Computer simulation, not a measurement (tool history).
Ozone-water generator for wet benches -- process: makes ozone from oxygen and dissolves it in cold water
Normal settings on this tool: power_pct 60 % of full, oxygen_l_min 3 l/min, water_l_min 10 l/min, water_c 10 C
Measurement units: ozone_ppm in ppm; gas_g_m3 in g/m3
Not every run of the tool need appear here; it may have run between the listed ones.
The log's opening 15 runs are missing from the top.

run,hour,power_pct,oxygen_l_min,water_l_min,water_c,hours of work since the electrodes were changed,hours of work since the contactor was cleaned,hours of work since the thermometer was calibrated,ozone_ppm,gas_g_m3
16,667.8,60,3,10,7,2614,57,202,27.7,213.5
17,710.8,60,3,10,10,2653,97,241,26,213.1
18,761.9,40,2.34,10,7,2701,144,289,21.1,190.2
19,813.7,40,2.34,10,7,2749,192,336,21.4,192.5
20,854.9,40,2.34,10,7,2787,230,375,21.3,193.4
21,914.4,45,1.59,8,16,2842,286,430,22.2,240.4
22,963.6,45,1.92,16,10,2887,331,475,13.3,222.6
23,992.1,59,1.92,9,10,2914,357,502,26.2,253.1
24,1021.7,78,3.06,11,13,2941,385,529,27.1,243.9
25,1063.5,78,3.06,11,13,2980,424,568,27,244.5
26,1101.1,60,3,10,17,3014,458,602,24.3,214.5
27,1151.5,60,3,10,17,3061,505,649,24,213.3
28,1198.4,60,5.05,6,5,3105,548,693,41,173.5
29,1228.9,71,5.21,10,6,3133,577,721,32.3,186.7
# hour 1287.7: gauge calibrated
30,1287.7,81,1.76,10,6,3187,631,775,28.2,303.5
31,1329.7,89,2.36,10,6,3226,670,814,32.3,286
32,1389.2,48,2.96,10,11,3281,725,869,23.3,188.4
33,1421.5,78,1.51,10,10,3311,755,899,25.7,318.3
34,1482.4,78,1.51,10,10,3367,811,955,25.7,318.8

Alternative continuations, all from the tool just after run 34; predict every row:
A,1538.8,60,2.94,13,10,3420,863,1008,?,?
B,1538.8,60,3,12,10,3420,863,1008,?,?
C,1538.8,78,1.51,8,13,3420,863,1008,?,?

run,ozone_ppm,gas_g_m3
A,21.5,212.6
B,22.8,210
C,30.5,319.9
Stripped of hidden state, with their random variation kept, the same runs would have yielded:
run,ozone_ppm,gas_g_m3
A,21.6,211.8
B,22.9,209.2
C,30.6,318.8
